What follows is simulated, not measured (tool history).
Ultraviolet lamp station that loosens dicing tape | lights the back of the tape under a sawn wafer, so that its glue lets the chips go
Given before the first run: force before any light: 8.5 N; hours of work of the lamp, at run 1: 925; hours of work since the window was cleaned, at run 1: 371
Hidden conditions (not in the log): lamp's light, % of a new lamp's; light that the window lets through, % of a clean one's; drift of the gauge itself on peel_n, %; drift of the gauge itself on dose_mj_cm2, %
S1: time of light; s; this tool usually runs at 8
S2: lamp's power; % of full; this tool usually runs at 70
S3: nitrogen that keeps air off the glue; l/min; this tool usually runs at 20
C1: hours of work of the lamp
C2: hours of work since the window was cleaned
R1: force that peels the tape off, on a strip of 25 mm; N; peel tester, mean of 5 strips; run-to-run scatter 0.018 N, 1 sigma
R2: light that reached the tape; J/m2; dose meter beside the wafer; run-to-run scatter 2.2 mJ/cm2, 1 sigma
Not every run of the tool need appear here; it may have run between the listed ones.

run    hour  S1   S2  S3    C1   C2     R1    R2
  1       0   8   70  20   925  371  1.467  1440
  2    36.9   8   70  20   950  395  1.464  1440
  3    71.4   8   70  20   972  418   1.51  1430
  4   103.3  15   70  20   993  438  0.492  2630
  5   123.2  15   70  20  1006  452  0.497  2590
  6   153.4  15   70  20  1026  471  0.535  2580
  7   189.1   8   70  32  1049  494  1.242  1330
      217.5  -- window cleaned of glue's vapour
  8   226.4   8   70  32  1073    6  1.414  1250
  9   264.9   8   70  32  1098   31  1.461  1250
 10   294.5   8   70  32  1117   50  1.418  1240
 11   324.5   8   70  32  1137   70  1.421  1230
      327.7  -- window cleaned of glue's vapour, once more
 12   357.2   8   70  32  1158   19  1.077  1520
 13   375.3   8   70  20  1170   31  1.369  1530
 14   413.4   8   84  20  1194   56  1.067  1730
 15   442.5   8   63  20  1214   75  1.686  1310
 16     480   8   80  20  1238   99  1.175  1640
 17   513.3   8   70  20  1260  121  1.517  1430
 18     537   8   70  20  1275  137  1.574  1410
 19   568.2   8   70  20  1295  157  1.584  1380
 20   585.5   8   70  20  1307  168  1.539  1400
 21   623.4   8   70  20  1332  193  1.647  1380
 22   647.6   8   61  20  1347  209  1.975  1200
 23   679.4   8  100  20  1368  229  0.887  1920
 24   712.9  11   63   9  1390  251  1.922  1650
 25   732.7  11   66   9  1403  264  1.775  1710
 26   757.1   9   70  16  1419  280  1.641  1490
 27   782.7   8   79  16  1435  297  1.656  1460
 28   811.1  13   79  12  1454  315  0.865  2360
 29     839   5   97  34  1472  334  1.732  1100
 30   870.7   5   97  34  1493  354  1.764  1110
 31   888.5   5   79  36  1504  366  2.155   920
 32   916.7   5   79  36  1523  384  2.339   850
 33   937.8   6   70  20  1537  398  2.672   930
 34   958.8   5   70  15  1550  412  3.652   770
 35     990   9   70  20  1571  432  1.586  1380
     1004.7  -- lamp changed
 36  1026.2   8   85  34    14  455  0.611  2060
 37  1054.1   8   70  22    32  473  1.057  1710
 38  1088.4  11   70  27    55  496  0.558  2250
 39  1108.9   6   70  20    68  509  1.973  1240
     1116.2  -- window cleaned of glue's vapour
 40    1142  15   67  26    89   17  0.313  3300
 41  1176.1   8   95   7   111   39  1.113  2530
 42  1213.5   8   95   7   136   64   1.17  2440

How would selected steps in R1 from run to run divide? Give the signed amount a tool lacking its hidden state would still show from settings, what came in and random variation, and the signed amount left for the hidden state, including any gauge scatter that is not in both of the compared results.
Run 3 -> 4: S1 8 -> 15. R1 -1.018 N: hidden state -0.451, all else -0.567.
Run 34 -> 35: S1 5 -> 9, S3 15 -> 20. R1 -2.066 N: hidden state -0.52, all else -1.546.
Run 35 -> 36: S1 9 -> 8, S2 70 -> 85, S3 20 -> 34, lamp changed. R1 -0.975 N: hidden state -0.761, all else -0.214.
Run 38 -> 39: S1 11 -> 6, S3 27 -> 20. R1 +1.415 N: hidden state +0.306, all else +1.109.
Run 39 -> 40: S1 6 -> 15, S2 70 -> 67, S3 20 -> 26, window cleaned of glue's vapour. R1 -1.66 N: hidden state -0.43, all else -1.23.

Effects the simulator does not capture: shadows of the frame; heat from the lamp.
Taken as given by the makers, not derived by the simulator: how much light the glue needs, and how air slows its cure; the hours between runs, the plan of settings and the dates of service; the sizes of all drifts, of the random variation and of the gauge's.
